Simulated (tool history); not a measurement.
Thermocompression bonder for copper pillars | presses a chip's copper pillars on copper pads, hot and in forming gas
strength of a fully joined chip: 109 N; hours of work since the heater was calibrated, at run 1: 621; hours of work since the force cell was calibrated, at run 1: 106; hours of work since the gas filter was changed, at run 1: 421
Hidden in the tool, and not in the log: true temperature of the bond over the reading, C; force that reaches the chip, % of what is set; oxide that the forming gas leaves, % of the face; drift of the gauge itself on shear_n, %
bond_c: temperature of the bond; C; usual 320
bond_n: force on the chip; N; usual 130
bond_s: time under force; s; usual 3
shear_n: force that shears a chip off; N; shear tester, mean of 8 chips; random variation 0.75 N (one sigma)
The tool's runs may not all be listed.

| run | hour | bond_c | bond_n | bond_s | hours of work since the heater was calibrated | hours of work since the force cell was calibrated | hours of work since the gas filter was changed | shear_n |
|---|---|---|---|---|---|---|---|---|
| 1 | 0 | 320 | 130 | 3 | 621 | 106 | 421 | 47.9 |
| 2 | 6 | 320 | 130 | 3 | 625 | 109 | 425 | 46.6 |
| 3 | 13.8 | 325 | 130 | 3 | 630 | 114 | 430 | 49 |
| 4 | 21.9 | 320 | 113 | 3 | 635 | 119 | 435 | 42.6 |
|  | 27.8 | forming gas filter changed |
| 5 | 30.4 | 320 | 130 | 4 | 640 | 124 | 2 | 56.2 |
| 6 | 37.6 | 320 | 130 | 4 | 644 | 128 | 6 | 56 |
| 7 | 46.1 | 320 | 130 | 4 | 649 | 133 | 11 | 56.8 |
| 8 | 50.7 | 320 | 130 | 4 | 652 | 136 | 14 | 56.2 |
| 9 | 54.9 | 308 | 130 | 4 | 654 | 139 | 16 | 48.2 |
| 10 | 62 | 320 | 130 | 3 | 659 | 143 | 21 | 50.3 |
| 11 | 67.6 | 320 | 86 | 3 | 662 | 147 | 24 | 32.9 |
| 12 | 74.2 | 320 | 191 | 3 | 666 | 151 | 28 | 70.4 |
| 13 | 81.6 | 320 | 130 | 3 | 671 | 155 | 33 | 49.1 |
| 14 | 86.6 | 320 | 130 | 3 | 674 | 158 | 36 | 50 |
| 15 | 92.6 | 320 | 130 | 3 | 677 | 162 | 39 | 49.5 |
| 16 | 96.9 | 320 | 130 | 3 | 680 | 164 | 42 | 49.3 |
| 17 | 104.1 | 320 | 130 | 2 | 684 | 169 | 47 | 43.8 |
| 18 | 113.4 | 320 | 97 | 3 | 690 | 174 | 52 | 37.1 |
| 19 | 122.6 | 320 | 97 | 3 | 696 | 180 | 58 | 36.5 |
| 20 | 130.1 | 320 | 130 | 3 | 700 | 185 | 62 | 49.6 |
| 21 | 138.3 | 303 | 164 | 3 | 705 | 190 | 67 | 50.5 |
| 22 | 144.9 | 333 | 141 | 3 | 709 | 194 | 71 | 63.3 |
| 23 | 151.7 | 339 | 85 | 3 | 713 | 198 | 75 | 41.4 |
| 24 | 159.9 | 304 | 189 | 3 | 718 | 203 | 80 | 57.5 |
| 25 | 167.8 | 315 | 89 | 9 | 723 | 208 | 85 | 47.8 |
| 26 | 174.1 | 324 | 130 | 3 | 727 | 211 | 89 | 53.3 |
| 27 | 181 | 302 | 148 | 3 | 731 | 216 | 93 | 45.4 |
|  | 183.8 | heater calibrated with a thermocouple chip |
| 28 | 189.8 | 319 | 106 | 5 | 4 | 220 | 97 | 45.3 |
| 29 | 196.4 | 319 | 106 | 5 | 8 | 224 | 101 | 46.6 |
|  | 204.4 | heater calibrated with a thermocouple chip, once more |
| 30 | 205.1 | 319 | 106 | 5 | 0 | 228 | 106 | 52.2 |
| 31 | 209.4 | 348 | 152 | 3 | 3 | 230 | 108 | 79.2 |
| 32 | 216.7 | 348 | 152 | 3 | 7 | 235 | 113 | 78.3 |
| 33 | 224.6 | 310 | 130 | 9 | 12 | 240 | 117 | 68.4 |
| 34 | 231 | 318 | 130 | 8 | 16 | 244 | 121 | 71.3 |
| 35 | 239.5 | 324 | 115 | 3 | 21 | 249 | 127 | 49.7 |
| 36 | 247.9 | 320 | 130 | 7 | 26 | 254 | 132 | 69.7 |
| 37 | 256.2 | 317 | 164 | 4 | 32 | 259 | 137 | 68.6 |
| 38 | 262.9 | 317 | 164 | 4 | 36 | 263 | 141 | 70.1 |
| 39 | 267.7 | 317 | 164 | 4 | 39 | 266 | 144 | 69.2 |

5 ways to go on from here, each from the tool as it stands after run 39. What would each give?
| A | 272 | 320 | 80 | 3 | 41 | 269 | 146 | ? |
| B | 272 | 317 | 164 | 3 | 41 | 269 | 146 | ? |
| C | 272 | 334 | 142 | 3 | 41 | 269 | 146 | ? |
| D | 272 | 348 | 102 | 4 | 41 | 269 | 146 | ? |
| E | 272 | 303 | 152 | 7 | 41 | 269 | 146 | ? |

| run | shear_n |
|---|---|
| A | 31.6 |
| B | 64.1 |
| C | 65.7 |
| D | 63.8 |
| E | 67.6 |
Without the tool's hidden state the same runs would have given:
| run | shear_n |
|---|---|
| A | 33.3 |
| B | 67.1 |
| C | 68.7 |
| D | 66.8 |
| E | 70.8 |
